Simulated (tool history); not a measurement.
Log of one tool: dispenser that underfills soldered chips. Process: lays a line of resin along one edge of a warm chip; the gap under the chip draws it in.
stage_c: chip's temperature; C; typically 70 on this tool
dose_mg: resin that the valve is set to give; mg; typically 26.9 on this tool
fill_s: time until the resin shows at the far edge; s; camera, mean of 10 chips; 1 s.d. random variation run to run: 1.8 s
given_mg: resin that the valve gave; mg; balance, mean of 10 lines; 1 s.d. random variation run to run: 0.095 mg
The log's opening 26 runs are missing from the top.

{"day": 11.229, "done": "new syringe of resin"}
{"run": 27, "day": 11.408, "stage_c": 80, "dose_mg": 26.9, "fill_s": 161.7, "given_mg": 26.24}
{"day": 11.662, "done": "new syringe of resin"}
{"run": 28, "day": 12.021, "stage_c": 84, "dose_mg": 26.9, "fill_s": 172.7, "given_mg": 25.95}
{"day": 12.104, "done": "new syringe of resin"}
{"run": 29, "day": 12.412, "stage_c": 76, "dose_mg": 27.6, "fill_s": 205.8, "given_mg": 26.41}
{"day": 12.575, "done": "new syringe of resin"}
{"day": 12.662, "done": "dispensing valve cleaned and set on the balance"}
{"run": 30, "day": 12.929, "stage_c": 76, "dose_mg": 27.6, "fill_s": 215.3, "given_mg": 27.59}
{"day": 13.075, "done": "new syringe of resin"}
{"run": 31, "day": 13.375, "stage_c": 76, "dose_mg": 27.6, "fill_s": 212.2, "given_mg": 27.49}
{"day": 13.508, "done": "new syringe of resin"}
{"day": 13.954, "done": "new syringe of resin"}
{"run": 32, "day": 13.967, "stage_c": 68, "dose_mg": 29.8, "fill_s": 207.0, "given_mg": 29.54}
{"day": 14.408, "done": "new syringe of resin"}
{"run": 33, "day": 14.567, "stage_c": 68, "dose_mg": 29.8, "fill_s": 234.4, "given_mg": 29.23}
{"day": 14.854, "done": "new syringe of resin"}
{"run": 34, "day": 15.138, "stage_c": 59, "dose_mg": 31.7, "fill_s": 353.6, "given_mg": 30.99}
{"day": 15.283, "done": "new syringe of resin"}
{"run": 35, "day": 15.55, "stage_c": 82, "dose_mg": 34.2, "fill_s": 166.1, "given_mg": 33.22}

Below are 3 alternative next runs, each starting from the tool's condition after run 35. Predict each:
{"day": 15.758, "done": "new syringe of resin"}
{"run": "A", "day": 16.088, "stage_c": 70, "dose_mg": 29.7, "fill_s": "?", "given_mg": "?"}
{"day": 15.758, "done": "new syringe of resin"}
{"run": "B", "day": 16.088, "stage_c": 77, "dose_mg": 27.3, "fill_s": "?", "given_mg": "?"}
{"day": 15.758, "done": "new syringe of resin"}
{"run": "C", "day": 16.088, "stage_c": 82, "dose_mg": 23.2, "fill_s": "?", "given_mg": "?"}

run=A fill_s=252.4 given_mg=28.73
run=B fill_s=206.5 given_mg=26.39
run=C fill_s=189.3 given_mg=22.36
With the hidden condition removed and each run's random variation left untouched, the same runs would have given:
run=A fill_s=170.2 given_mg=29.69
run=B fill_s=139.9 given_mg=27.28
run=C fill_s=127.8 given_mg=23.11
